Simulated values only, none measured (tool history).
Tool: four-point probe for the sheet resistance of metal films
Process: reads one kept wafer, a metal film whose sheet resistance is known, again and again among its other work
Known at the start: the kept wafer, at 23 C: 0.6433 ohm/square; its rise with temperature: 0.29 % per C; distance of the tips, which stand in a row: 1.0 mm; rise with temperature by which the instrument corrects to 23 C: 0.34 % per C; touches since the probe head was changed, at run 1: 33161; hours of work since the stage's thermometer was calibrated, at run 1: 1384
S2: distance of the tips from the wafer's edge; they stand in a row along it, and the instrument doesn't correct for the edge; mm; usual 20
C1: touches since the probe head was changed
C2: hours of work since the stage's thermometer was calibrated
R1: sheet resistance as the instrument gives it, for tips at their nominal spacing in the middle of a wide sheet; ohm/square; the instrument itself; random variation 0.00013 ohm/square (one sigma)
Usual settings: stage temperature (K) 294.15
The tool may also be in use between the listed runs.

{"run": 1, "hour": 0.0, "stage temperature (K)": 294.15, "S2": 20, "C1": 33161, "C2": 1384, "R1": 0.646287}
{"run": 2, "hour": 51.7, "stage temperature (K)": 294.15, "S2": 20, "C1": 34084, "C2": 1409, "R1": 0.646192}
{"run": 3, "hour": 90.1, "stage temperature (K)": 294.15, "S2": 11, "C1": 34770, "C2": 1427, "R1": 0.64817}
{"run": 4, "hour": 141.3, "stage temperature (K)": 294.15, "S2": 11, "C1": 35684, "C2": 1450, "R1": 0.648166}
{"run": 5, "hour": 202.2, "stage temperature (K)": 294.15, "S2": 11, "C1": 36772, "C2": 1479, "R1": 0.648347}
{"run": 6, "hour": 246.6, "stage temperature (K)": 294.15, "S2": 11, "C1": 37565, "C2": 1500, "R1": 0.648079}
{"run": 7, "hour": 284.2, "stage temperature (K)": 294.15, "S2": 11, "C1": 38235, "C2": 1517, "R1": 0.648094}
{"run": 8, "hour": 322.9, "stage temperature (K)": 294.15, "S2": 12, "C1": 38927, "C2": 1535, "R1": 0.647506}
{"run": 9, "hour": 381.9, "stage temperature (K)": 294.15, "S2": 12, "C1": 39981, "C2": 1563, "R1": 0.647443}
{"run": 10, "hour": 428.6, "stage temperature (K)": 295.15, "S2": 58, "C1": 40814, "C2": 1584, "R1": 0.644842}
{"run": 11, "hour": 477.6, "stage temperature (K)": 304.15, "S2": 18, "C1": 41689, "C2": 1607, "R1": 0.642843}
{"run": 12, "hour": 542.7, "stage temperature (K)": 304.15, "S2": 59, "C1": 42852, "C2": 1638, "R1": 0.641848}
{"run": 13, "hour": 597.3, "stage temperature (K)": 305.15, "S2": 20, "C1": 43827, "C2": 1663, "R1": 0.642441}

4 ways to go on from here, each from the tool as it stands after run 13. What would each give?
{"run": "A", "hour": 650.8, "stage temperature (K)": 305.15, "S2": 25, "C1": 44782, "C2": 1688, "R1": "?"}
{"run": "B", "hour": 650.8, "stage temperature (K)": 307.15, "S2": 20, "C1": 44782, "C2": 1688, "R1": "?"}
{"run": "C", "hour": 650.8, "stage temperature (K)": 301.15, "S2": 10, "C1": 44782, "C2": 1688, "R1": "?"}
{"run": "D", "hour": 650.8, "stage temperature (K)": 294.15, "S2": 11, "C1": 44782, "C2": 1688, "R1": "?"}

run=A R1=0.641973
run=B R1=0.641751
run=C R1=0.646112
run=D R1=0.64803
Without the tool's hidden state the same runs would have given:
run=A R1=0.64088
run=B R1=0.64066
run=C R1=0.645009
run=D R1=0.646918
